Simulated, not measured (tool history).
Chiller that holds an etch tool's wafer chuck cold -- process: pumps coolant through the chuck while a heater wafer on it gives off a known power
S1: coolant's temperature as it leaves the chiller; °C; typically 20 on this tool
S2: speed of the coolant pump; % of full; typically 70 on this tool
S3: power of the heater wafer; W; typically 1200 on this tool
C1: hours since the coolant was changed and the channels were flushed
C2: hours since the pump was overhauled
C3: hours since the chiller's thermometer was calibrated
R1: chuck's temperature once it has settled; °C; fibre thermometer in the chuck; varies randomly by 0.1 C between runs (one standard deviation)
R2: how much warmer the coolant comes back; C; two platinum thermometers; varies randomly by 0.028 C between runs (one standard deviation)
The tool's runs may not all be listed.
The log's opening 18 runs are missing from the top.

| run | hour | S1 | S2 | S3 | C1 | C2 | C3 | R1 | R2 |
|---|---|---|---|---|---|---|---|---|---|
| 19 | 1531.9 | 18 | 62 | 1096 | 1259 | 594 | 1804 | 34.2 | 3.31 |
| 20 | 1619.4 | 18 | 70 | 931 | 1347 | 681 | 1892 | 30.7 | 2.53 |
| 21 | 1674.5 | 20 | 70 | 1288 | 1402 | 736 | 1947 | 37.6 | 3.47 |
| 22 | 1750.3 | 11 | 80 | 719 | 1478 | 812 | 2022 | 20.3 | 1.73 |
| 23 | 1846.2 | 11 | 80 | 719 | 1574 | 908 | 2118 | 20.1 | 1.68 |
| 24 | 1941.8 | 11 | 80 | 719 | 1669 | 1004 | 2214 | 20.3 | 1.71 |
| 25 | 2007.9 | 11 | 80 | 719 | 1735 | 1070 | 2280 | 20.3 | 1.74 |
| 26 | 2062.9 | 15 | 94 | 1320 | 1790 | 1125 | 2335 | 29.8 | 2.74 |
| 27 | 2146.4 | 15 | 94 | 1320 | 1874 | 1208 | 2419 | 30.0 | 2.68 |
| 28 | 2222.2 | 13 | 70 | 1459 | 1950 | 1284 | 2494 | 33.4 | 4.00 |
| 29 | 2282.4 | 20 | 99 | 1789 | 2010 | 1344 | 2554 | 39.7 | 3.53 |
| 30 | 2362.7 | 20 | 99 | 1789 | 2090 | 1424 | 2635 | 39.6 | 3.54 |
| 31 | 2469.4 | 19 | 73 | 1200 | 2197 | 1531 | 2741 | 35.7 | 3.16 |
| 32 | 2527.7 | 22 | 98 | 1206 | 2255 | 1589 | 2800 | 35.6 | 2.36 |

Here are 4 independent what-if runs from the current tool condition. What would each one return?
| A | 2587.6 | 22 | 98 | 1798 | 2315 | 1649 | 2860 | ? | ? |
| B | 2587.6 | 22 | 98 | 1320 | 2315 | 1649 | 2860 | ? | ? |
| C | 2587.6 | 12 | 79 | 1206 | 2315 | 1649 | 2860 | ? | ? |
| D | 2587.6 | 11 | 98 | 1206 | 2315 | 1649 | 2860 | ? | ? |

| run | R1 | R2 |
|---|---|---|
| A | 42.2 | 3.60 |
| B | 36.8 | 2.62 |
| C | 27.9 | 2.96 |
| D | 24.6 | 2.42 |
Had the tool no hidden state, the same runs would have come out as:
| run | R1 | R2 |
|---|---|---|
| A | 40.1 | 3.41 |
| B | 35.1 | 2.48 |
| C | 26.2 | 2.81 |
| D | 23.0 | 2.29 |
